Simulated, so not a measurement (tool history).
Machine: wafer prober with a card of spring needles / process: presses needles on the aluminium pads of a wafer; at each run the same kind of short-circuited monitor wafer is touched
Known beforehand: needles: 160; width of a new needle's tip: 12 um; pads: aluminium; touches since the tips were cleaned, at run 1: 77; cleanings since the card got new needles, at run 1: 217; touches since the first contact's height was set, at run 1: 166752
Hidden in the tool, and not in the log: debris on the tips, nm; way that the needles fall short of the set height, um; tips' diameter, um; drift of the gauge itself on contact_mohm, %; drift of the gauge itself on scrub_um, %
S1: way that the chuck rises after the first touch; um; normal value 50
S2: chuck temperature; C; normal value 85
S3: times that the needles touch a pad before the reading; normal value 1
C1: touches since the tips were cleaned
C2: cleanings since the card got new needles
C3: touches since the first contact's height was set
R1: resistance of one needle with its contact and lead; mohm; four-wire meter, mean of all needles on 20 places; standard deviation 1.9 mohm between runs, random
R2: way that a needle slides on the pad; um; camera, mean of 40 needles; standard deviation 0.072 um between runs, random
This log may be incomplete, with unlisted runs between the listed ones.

{"run": 1, "hour": 0.0, "S1": 50, "S2": 85, "S3": 1, "C1": 77, "C2": 217, "C3": 166752, "R1": 216, "R2": 5.58}
{"hour": 4.7, "done": "tips cleaned on abrasive film"}
{"hour": 9.4, "done": "tips cleaned on abrasive film"}
{"hour": 15.3, "done": "tips cleaned on abrasive film"}
{"run": 2, "hour": 18.6, "S1": 50, "S2": 85, "S3": 1, "C1": 1411, "C2": 220, "C3": 174609, "R1": 262, "R2": 5.19}
{"hour": 21.0, "done": "tips cleaned on abrasive film"}
{"hour": 22.4, "done": "height of the first contact set anew"}
{"hour": 26.0, "done": "tips cleaned on abrasive film"}
{"hour": 31.8, "done": "tips cleaned on abrasive film"}
{"hour": 37.7, "done": "tips cleaned on abrasive film"}
{"hour": 43.6, "done": "tips cleaned on abrasive film"}
{"hour": 49.4, "done": "tips cleaned on abrasive film"}
{"run": 3, "hour": 49.5, "S1": 50, "S2": 85, "S3": 1, "C1": 46, "C2": 226, "C3": 11455, "R1": 215, "R2": 5.95}
{"hour": 54.2, "done": "tips cleaned on abrasive film"}
{"hour": 59.0, "done": "tips cleaned on abrasive film"}
{"hour": 63.7, "done": "tips cleaned on abrasive film, once more"}
{"run": 4, "hour": 66.7, "S1": 50, "S2": 104, "S3": 1, "C1": 1316, "C2": 229, "C3": 18725, "R1": 252, "R2": 6.01}
{"hour": 69.1, "done": "tips cleaned on abrasive film"}
{"hour": 75.0, "done": "tips cleaned on abrasive film"}
{"hour": 80.8, "done": "tips cleaned on abrasive film"}
{"hour": 86.7, "done": "tips cleaned on abrasive film"}
{"run": 5, "hour": 89.9, "S1": 50, "S2": 85, "S3": 2, "C1": 1382, "C2": 233, "C3": 28540, "R1": 235, "R2": 5.89}
{"hour": 92.3, "done": "tips cleaned on abrasive film"}
{"hour": 98.2, "done": "tips cleaned on abrasive film"}
{"hour": 104.0, "done": "tips cleaned on abrasive film"}
{"hour": 109.4, "done": "tips cleaned on abrasive film"}
{"run": 6, "hour": 109.4, "S1": 50, "S2": 85, "S3": 2, "C1": 0, "C2": 237, "C3": 36732, "R1": 211, "R2": 5.92}
{"hour": 115.2, "done": "tips cleaned on abrasive film"}
{"hour": 121.1, "done": "tips cleaned on abrasive film"}
{"hour": 126.9, "done": "tips cleaned on abrasive film"}
{"hour": 131.7, "done": "tips cleaned on abrasive film"}
{"run": 7, "hour": 133.1, "S1": 50, "S2": 85, "S3": 2, "C1": 612, "C2": 241, "C3": 46769, "R1": 228, "R2": 6.03}
{"hour": 136.6, "done": "tips cleaned on abrasive film"}
{"hour": 142.5, "done": "tips cleaned on abrasive film"}
{"hour": 147.2, "done": "tips cleaned on abrasive film"}
{"run": 8, "hour": 151.0, "S1": 50, "S2": 85, "S3": 2, "C1": 1619, "C2": 244, "C3": 54338, "R1": 238, "R2": 5.9}
{"hour": 152.2, "done": "tips cleaned on abrasive film"}
{"hour": 158.1, "done": "tips cleaned on abrasive film"}
{"hour": 163.9, "done": "tips cleaned on abrasive film"}
{"run": 9, "hour": 167.9, "S1": 50, "S2": 85, "S3": 1, "C1": 1693, "C2": 247, "C3": 61489, "R1": 256, "R2": 5.88}
{"hour": 169.1, "done": "tips cleaned on abrasive film"}
{"hour": 175.0, "done": "tips cleaned on abrasive film"}
{"hour": 180.9, "done": "tips cleaned on abrasive film"}
{"hour": 186.7, "done": "tips cleaned on abrasive film"}
{"hour": 192.6, "done": "tips cleaned on abrasive film"}
{"run": 10, "hour": 194.6, "S1": 50, "S2": 85, "S3": 1, "C1": 869, "C2": 252, "C3": 72775, "R1": 238, "R2": 5.92}
{"hour": 198.2, "done": "tips cleaned on abrasive film"}
{"hour": 202.9, "done": "tips cleaned on abrasive film"}
{"hour": 208.7, "done": "tips cleaned on abrasive film"}
{"hour": 214.6, "done": "tips cleaned on abrasive film"}
{"hour": 219.3, "done": "tips cleaned on abrasive film"}
{"run": 11, "hour": 222.8, "S1": 50, "S2": 85, "S3": 1, "C1": 1525, "C2": 257, "C3": 84718, "R1": 257, "R2": 5.68}
{"hour": 224.1, "done": "tips cleaned on abrasive film"}
{"hour": 228.8, "done": "tips cleaned on abrasive film"}
{"hour": 234.7, "done": "tips cleaned on abrasive film"}
{"hour": 240.5, "done": "tips cleaned on abrasive film"}
{"hour": 246.4, "done": "tips cleaned on abrasive film"}
{"run": 12, "hour": 249.9, "S1": 50, "S2": 85, "S3": 1, "C1": 1518, "C2": 262, "C3": 96155, "R1": 258, "R2": 5.61}
{"hour": 251.2, "done": "tips cleaned on abrasive film"}
{"hour": 257.0, "done": "tips cleaned on abrasive film"}
{"hour": 262.9, "done": "tips cleaned on abrasive film"}
{"run": 13, "hour": 265.1, "S1": 50, "S2": 85, "S3": 1, "C1": 938, "C2": 265, "C3": 102553, "R1": 246, "R2": 5.6}
{"hour": 268.6, "done": "tips cleaned on abrasive film"}
{"hour": 274.5, "done": "tips cleaned on abrasive film"}
{"hour": 280.4, "done": "tips cleaned on abrasive film"}
{"hour": 285.1, "done": "tips cleaned on abrasive film"}
{"run": 14, "hour": 286.7, "S1": 50, "S2": 85, "S3": 1, "C1": 712, "C2": 269, "C3": 111698, "R1": 239, "R2": 5.58}
{"hour": 290.3, "done": "tips cleaned on abrasive film"}
{"hour": 296.1, "done": "tips cleaned on abrasive film"}
{"hour": 302.0, "done": "tips cleaned on abrasive film"}
{"hour": 307.9, "done": "tips cleaned on abrasive film"}
{"run": 15, "hour": 309.6, "S1": 65, "S2": 115, "S3": 2, "C1": 726, "C2": 273, "C3": 121353, "R1": 218, "R2": 7.41}
{"hour": 313.1, "done": "tips cleaned on abrasive film"}
{"hour": 317.8, "done": "tips cleaned on abrasive film"}
{"hour": 323.5, "done": "tips cleaned on abrasive film"}
{"run": 16, "hour": 323.5, "S1": 65, "S2": 66, "S3": 2, "C1": 0, "C2": 276, "C3": 127206, "R1": 205, "R2": 7.31}
{"hour": 329.3, "done": "tips cleaned on abrasive film"}
{"hour": 335.2, "done": "tips cleaned on abrasive film"}
{"hour": 341.0, "done": "tips cleaned on abrasive film"}
{"hour": 346.9, "done": "tips cleaned on abrasive film"}
{"run": 17, "hour": 347.1, "S1": 62, "S2": 25, "S3": 2, "C1": 90, "C2": 280, "C3": 137217, "R1": 198, "R2": 7.14}
{"hour": 351.8, "done": "tips cleaned on abrasive film"}
{"hour": 357.7, "done": "tips cleaned on abrasive film"}
{"hour": 363.6, "done": "tips cleaned on abrasive film"}
{"hour": 368.5, "done": "tips cleaned on abrasive film"}
{"run": 18, "hour": 368.5, "S1": 49, "S2": 92, "S3": 2, "C1": 0, "C2": 284, "C3": 146252, "R1": 215, "R2": 5.48}
{"hour": 373.2, "done": "tips cleaned on abrasive film"}
{"hour": 379.1, "done": "tips cleaned on abrasive film"}
{"hour": 384.9, "done": "tips cleaned on abrasive film"}
{"hour": 390.8, "done": "tips cleaned on abrasive film"}
{"run": 19, "hour": 393.1, "S1": 69, "S2": 58, "S3": 1, "C1": 970, "C2": 288, "C3": 156648, "R1": 219, "R2": 7.8}
{"hour": 396.6, "done": "tips cleaned on abrasive film"}
{"hour": 401.3, "done": "tips cleaned on abrasive film"}
{"hour": 407.2, "done": "tips cleaned on abrasive film"}
{"run": 20, "hour": 411.0, "S1": 41, "S2": 85, "S3": 2, "C1": 1657, "C2": 291, "C3": 164257, "R1": 272, "R2": 4.27}
{"hour": 412.3, "done": "tips cleaned on abrasive film"}
{"hour": 418.2, "done": "tips cleaned on abrasive film"}
{"hour": 424.0, "done": "tips cleaned on abrasive film"}
{"hour": 428.7, "done": "tips cleaned on abrasive film"}
{"run": 21, "hour": 430.8, "S1": 66, "S2": 60, "S3": 1, "C1": 886, "C2": 295, "C3": 172586, "R1": 222, "R2": 7.37}
{"hour": 434.3, "done": "tips cleaned on abrasive film"}
{"hour": 439.1, "done": "tips cleaned on abrasive film"}
{"hour": 439.4, "done": "height of the first contact set anew"}
{"hour": 444.1, "done": "tips cleaned on abrasive film"}
{"hour": 449.9, "done": "tips cleaned on abrasive film"}
{"run": 22, "hour": 453.2, "S1": 37, "S2": 29, "S3": 2, "C1": 1404, "C2": 299, "C3": 5869, "R1": 262, "R2": 4.47}
{"hour": 455.6, "done": "tips cleaned on abrasive film"}
{"hour": 461.5, "done": "tips cleaned on abrasive film"}
{"hour": 467.3, "done": "tips cleaned on abrasive film"}
{"hour": 473.2, "done": "tips cleaned on abrasive film"}
{"run": 23, "hour": 473.7, "S1": 45, "S2": 54, "S3": 3, "C1": 208, "C2": 303, "C3": 14510, "R1": 210, "R2": 5.3}
{"hour": 478.4, "done": "tips cleaned on abrasive film"}
{"hour": 484.2, "done": "tips cleaned on abrasive film"}
{"hour": 490.1, "done": "tips cleaned on abrasive film"}
{"hour": 496.0, "done": "tips cleaned on abrasive film"}
{"hour": 501.4, "done": "tips cleaned on abrasive film"}
{"run": 24, "hour": 501.4, "S1": 58, "S2": 54, "S3": 1, "C1": 0, "C2": 308, "C3": 26214, "R1": 207, "R2": 6.84}
{"hour": 506.1, "done": "tips cleaned on abrasive film"}
{"hour": 511.9, "done": "tips cleaned on abrasive film"}
{"run": 25, "hour": 516.5, "S1": 62, "S2": 73, "S3": 1, "C1": 1981, "C2": 310, "C3": 32660, "R1": 243, "R2": 7.28}
{"hour": 517.8, "done": "tips cleaned on abrasive film"}
{"hour": 523.6, "done": "tips cleaned on abrasive film"}
{"hour": 529.5, "done": "tips cleaned on abrasive film"}
{"hour": 535.4, "done": "tips cleaned on abrasive film"}
{"hour": 540.2, "done": "tips cleaned on abrasive film"}
{"run": 26, "hour": 540.2, "S1": 62, "S2": 73, "S3": 1, "C1": 0, "C2": 315, "C3": 42641, "R1": 205, "R2": 7.23}

Branching from run 26: 3 alternative next runs. What would each branch give?
{"hour": 546.1, "done": "tips cleaned on abrasive film"}
{"hour": 551.9, "done": "tips cleaned on abrasive film"}
{"hour": 557.8, "done": "tips cleaned on abrasive film"}
{"hour": 562.8, "done": "tips cleaned on abrasive film"}
{"run": "A", "hour": 562.8, "S1": 45, "S2": 30, "S3": 1, "C1": 0, "C2": 319, "C3": 52198, "R1": "?", "R2": "?"}
{"hour": 546.1, "done": "tips cleaned on abrasive film"}
{"hour": 551.9, "done": "tips cleaned on abrasive film"}
{"hour": 557.8, "done": "tips cleaned on abrasive film"}
{"hour": 562.8, "done": "tips cleaned on abrasive film"}
{"run": "B", "hour": 562.8, "S1": 34, "S2": 84, "S3": 2, "C1": 0, "C2": 319, "C3": 52198, "R1": "?", "R2": "?"}
{"hour": 546.1, "done": "tips cleaned on abrasive film"}
{"hour": 551.9, "done": "tips cleaned on abrasive film"}
{"hour": 557.8, "done": "tips cleaned on abrasive film"}
{"hour": 562.8, "done": "tips cleaned on abrasive film"}
{"run": "C", "hour": 562.8, "S1": 45, "S2": 85, "S3": 1, "C1": 0, "C2": 319, "C3": 52198, "R1": "?", "R2": "?"}

run=A R1=209 R2=5.23
run=B R1=231 R2=3.92
run=C R1=218 R2=5.16
Had the tool no hidden state, the same runs would have come out as:
run=A R1=192 R2=5.40
run=B R1=210 R2=4.09
run=C R1=201 R2=5.33
